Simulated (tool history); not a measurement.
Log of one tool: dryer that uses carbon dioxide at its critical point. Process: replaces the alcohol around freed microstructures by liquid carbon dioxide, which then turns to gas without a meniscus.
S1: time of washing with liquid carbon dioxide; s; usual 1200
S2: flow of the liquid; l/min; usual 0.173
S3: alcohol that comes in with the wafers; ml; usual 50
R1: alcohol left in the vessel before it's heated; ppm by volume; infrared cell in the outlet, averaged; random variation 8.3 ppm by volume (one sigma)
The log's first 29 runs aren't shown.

Run 30, hour 208.5: usual settings but S1 900 s, S2 0.134 l/min, S3 37 ml. Result: R1 3701 ppm by volume.
Run 31, hour 214.3: usual settings but S2 0.214 l/min, S3 31 ml. Result: R1 130 ppm by volume.
Run 32, hour 224: usual settings but S1 1140 s, S3 97 ml. Result: R1 1474 ppm by volume.
Run 33, hour 234.1: usual settings but S1 1140 s, S3 97 ml. Result: R1 1482 ppm by volume.
Run 34, hour 239.9: usual settings but S1 1140 s, S2 0.186 l/min, S3 54 ml. Result: R1 604 ppm by volume.
Run 35, hour 244.4: usual settings but S1 1800 s, S3 23 ml. Result: R1 42 ppm by volume.
Run 36, hour 251.9: usual settings but S1 1860 s, S3 63 ml. Result: R1 61 ppm by volume.
Run 37, hour 258.7: usual settings but S1 1380 s, S2 0.268 l/min, S3 88 ml. Result: R1 38 ppm by volume.
Run 38, hour 267.4: usual settings but S1 1140 s, S2 0.279 l/min, S3 38 ml. Result: R1 55 ppm by volume.
Run 39, hour 275.6: usual settings but S1 1560 s, S2 0.139 l/min, S3 104 ml. Result: R1 940 ppm by volume.
Run 40, hour 283.1: usual settings but S1 1500 s, S2 0.127 l/min, S3 32 ml. Result: R1 570 ppm by volume.

Forecast run 41:
Run 41, hour 292.8: usual settings but S1 1500 s, S2 0.117 l/min, S3 57 ml. Result: R1 ?.

{"run 41": {"R1": 1461}}
Without the tool's hidden state the same run would have given R1 1109 ppm by volume.
